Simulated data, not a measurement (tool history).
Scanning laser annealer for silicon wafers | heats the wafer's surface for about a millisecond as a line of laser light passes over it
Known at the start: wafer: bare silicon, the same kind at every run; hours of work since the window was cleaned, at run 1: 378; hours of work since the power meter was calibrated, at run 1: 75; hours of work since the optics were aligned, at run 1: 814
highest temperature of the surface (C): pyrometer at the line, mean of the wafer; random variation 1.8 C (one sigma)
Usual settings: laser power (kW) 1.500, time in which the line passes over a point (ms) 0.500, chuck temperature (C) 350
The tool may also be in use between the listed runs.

run	hour	laser power (kW)	time in which the line passes over a point (ms)	chuck temperature (C)	hours of work since the window was cleaned	hours of work since the power meter was calibrated	hours of work since the optics were aligned	highest temperature of the surface (C)
1	0.0	1.500	0.500	350	378	75	814	1075
2	5.8	1.500	0.520	350	382	79	818	1093
3	15.8	1.500	0.412	350	389	86	825	1005
4	21.0	1.500	0.412	350	393	90	828	1007
5	28.8	1.500	0.412	350	398	95	834	1003
6	38.7	1.392	0.500	350	405	102	841	1010
7	48.6	1.392	0.500	350	412	109	848	1010
8	54.1	1.392	0.500	350	416	113	851	1011
9	62.4	1.392	0.500	350	422	119	857	1010
10	72.4	1.392	0.500	350	429	126	864	1015
11	81.1	1.392	0.500	350	435	132	870	1009
12	87.4	1.392	0.500	350	439	136	875	1010
13	92.0	1.392	0.500	350	442	140	878	1012
14	99.5	1.392	0.500	350	448	145	883	1012
15	104.3	1.392	0.500	350	451	148	887	1013
16	113.0	1.392	0.500	350	457	154	893	1012
17	119.6	1.500	0.500	369	462	159	897	1097
18	124.9	1.500	0.500	350	465	163	901	1075
19	132.6	1.500	0.500	350	471	168	906	1079
20	141.7	1.500	0.500	350	477	174	913	1078
21	150.0	1.421	0.382	346	483	180	919	934
22	154.2	1.421	0.382	346	486	183	921	931
23	158.8	1.460	0.480	316	489	186	925	1007
24	165.6	1.334	0.432	338	494	191	929	915
25	172.4	1.488	0.360	350	499	196	934	953
26	182.8	1.489	0.360	359	506	203	941	962
27	193.1	1.489	0.360	359	513	210	949	959
28	197.4	1.489	0.555	372	516	213	952	1133
29	202.6	1.489	0.555	372	520	217	955	1131
30	206.9	1.500	0.366	350	523	220	958	963
31	217.2	1.500	0.366	350	530	227	966	962
32	222.6	1.622	0.357	336	534	231	969	1001
33	229.8	1.295	0.472	347	539	236	974	933
34	238.2	1.295	0.533	342	545	242	980	970
35	242.8	1.295	0.533	342	548	245	983	966
36	251.7	1.295	0.533	342	554	251	990	965
37	260.5	1.313	0.581	367	560	257	996	1034
38	268.1	1.286	0.574	337	565	263	1001	981
39	277.0	1.489	0.441	347	572	269	1007	1018
40	282.2	1.537	0.535	381	575	273	1011	1155

5 ways to go on from here, each from the tool as it stands after run 40. What would each give?
A	289.9	1.593	0.533	374	581	278	1016	?
B	289.9	1.341	0.472	350	581	278	1016	?
C	289.9	1.500	0.412	350	581	278	1016	?
D	289.9	1.537	0.536	381	581	278	1016	?
E	289.9	1.309	0.546	323	581	278	1016	?

run	highest temperature of the surface (C)
A	1188
B	962
C	1002
D	1158
E	963
Without the tool's hidden state the same runs would have given:
run	highest temperature of the surface (C)
A	1188
B	962
C	1003
D	1159
E	963
